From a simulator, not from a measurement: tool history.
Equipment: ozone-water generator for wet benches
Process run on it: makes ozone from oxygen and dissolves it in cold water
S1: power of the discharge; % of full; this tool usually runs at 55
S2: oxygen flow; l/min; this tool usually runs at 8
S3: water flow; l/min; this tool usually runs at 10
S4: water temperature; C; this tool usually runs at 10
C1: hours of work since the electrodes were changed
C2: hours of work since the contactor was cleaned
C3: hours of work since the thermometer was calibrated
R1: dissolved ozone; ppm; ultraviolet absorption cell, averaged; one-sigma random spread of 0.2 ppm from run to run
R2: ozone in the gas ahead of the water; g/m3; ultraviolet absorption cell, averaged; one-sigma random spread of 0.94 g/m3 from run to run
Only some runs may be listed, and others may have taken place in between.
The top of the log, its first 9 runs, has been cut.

run     day  S1     S2  S3  S4    C1    C2    C3    R1     R2
 10  16.362  55      8  10  10  1159  2539  1159  28.8  159.4
 11  17.917  55      8  15  10  1186  2566  1186  22.6  159.7
 12  20.121  55      8  15  10  1226  2606  1226  23.1  159.9
 13  22.242  55      8  15  11  1263  2643  1263  22.5  160.1
 14  23.829  55      8  15  11  1291  2671  1291  22.3  160.6
 15  25.383  55      8  10  10  1319  2699  1319  29.2  160.2
 16  27.142  55      8  10  10  1350  2730  1350  28.8  160.6
 17  28.846  55      8  10  10  1381  2761  1381  28.9  161.5
 18  30.712  72   6.11  10  10  1414  2794  1414  35.2  216.4
 19  32.683  72   6.11  10  10  1449  2829  1449  35.5  219.5
 20  33.862  56   6.11   9  10  1470  2850  1470  32.8  191.2
 21  35.233  56   6.11   9  10  1494  2874  1494  32.6  191.8
 22  36.546  56   6.11   9  10  1517  2897  1517  32.9  190.5
 23    37.6  56   6.11   9  10  1536  2916  1536  33.2  191.2
 24  38.962  56   6.11   9  10  1560  2940  1560  33.4  190.8
 25  41.404  71   5.42   9   7  1604  2984  1604  40.6  232.3
 26  42.779  75   5.24   9   7  1628  3008  1628  42.2  245.3
 27   44.85  55      8  11  10  1665  3045  1665  27.4  161.3
 28   46.25  55      8  11  10  1690  3070  1690  27.4  163.7
 29  47.267  55      8  11  10  1708  3088  1708  27.4  161.2
     47.458  -- gauge calibrated
 30  48.692  55  10.63   9  10  1733  3113  1733  28.2  134.5
 31  50.075  55      8  10  10  1758  3138  1758    29  160.2
 32  52.512  55      8  10  10  1801  3181  1801  29.3  159.6

Each row is a separate what-if for the run after 32, all from the same tool condition, not one after another. Results?
  A  54.117  48     8  12   7  1829  3210  1829   ?   ?
  B  54.117  55  6.35   9  10  1829  3210  1829   ?   ?
  C  54.117  62     8  10  18  1829  3210  1829   ?   ?

run    R1     R2
  A  25.6  148.1
  B  32.5  181.4
  C  25.9  171.7
Take away the tool's hidden state, keep each run's random variation, and the runs would have read:
run    R1     R2
  A  25.6  147.6
  B  32.5  180.8
  C    26  171.1
